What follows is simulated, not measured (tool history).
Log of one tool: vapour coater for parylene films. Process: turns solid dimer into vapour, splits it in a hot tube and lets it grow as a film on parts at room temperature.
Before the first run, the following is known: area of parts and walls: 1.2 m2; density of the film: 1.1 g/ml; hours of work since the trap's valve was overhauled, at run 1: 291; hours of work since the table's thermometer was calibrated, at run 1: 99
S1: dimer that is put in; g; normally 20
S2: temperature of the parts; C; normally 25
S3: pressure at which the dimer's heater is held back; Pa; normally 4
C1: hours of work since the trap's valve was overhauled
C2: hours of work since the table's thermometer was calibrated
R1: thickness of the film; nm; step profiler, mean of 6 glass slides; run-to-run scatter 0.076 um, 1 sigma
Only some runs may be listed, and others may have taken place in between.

run   hour  S1  S2    S3   C1   C2     R1
  1      0  20  25     4  291   99   8440
  2   33.6  20  25     4  314  122   8410
  3   73.2  20  25     4  342  150   8290
  4   94.5  20  25     4  357  165   8220
  5  111.6  29  25     4  369  177  11740
  6  145.6  29  25     4  392  201  11760
  7  167.6  29  25     4  408  216  11860
  8    186  29  25     4  421  229  11640
     189.8  -- table's thermometer calibrated
     219.3  -- trap's valve overhauled
  9  220.9  29  25     4    1   19  13310
 10  247.1  20  25  9.15   19   37   7650
 11  271.6  12  25  3.84   37   54   5260
 12  295.7  14  25  6.44   53   71   5780
 13  331.3   9  27  5.15   78   96   3610
     357.1  -- table's thermometer calibrated, once more
 14  364.9   9  27  2.72  101    5   4020
 15  394.5  34  21     4  122   26  17010
 16  422.7  34  20  5.04  142   46  16720
 17  451.2  34  22  3.76  161   66  16550

Per-run results on a tool with no hidden state, each run keeping its own random variation:
Hidden state present: vapour lost through the trap's worn valve, %; true temperature of the parts over the reading, C; drift of the gauge itself on film_um, %.
run     R1
  1   9190
  2   9230
  3   9170
  4   9140
  5  13100
  6  13220
  7  13390
  8  13190
  9  13450
 10   7760
 11   5370
 12   5920
 13   3720
 14   4140
 15  17630
 16  17430
 17  17340
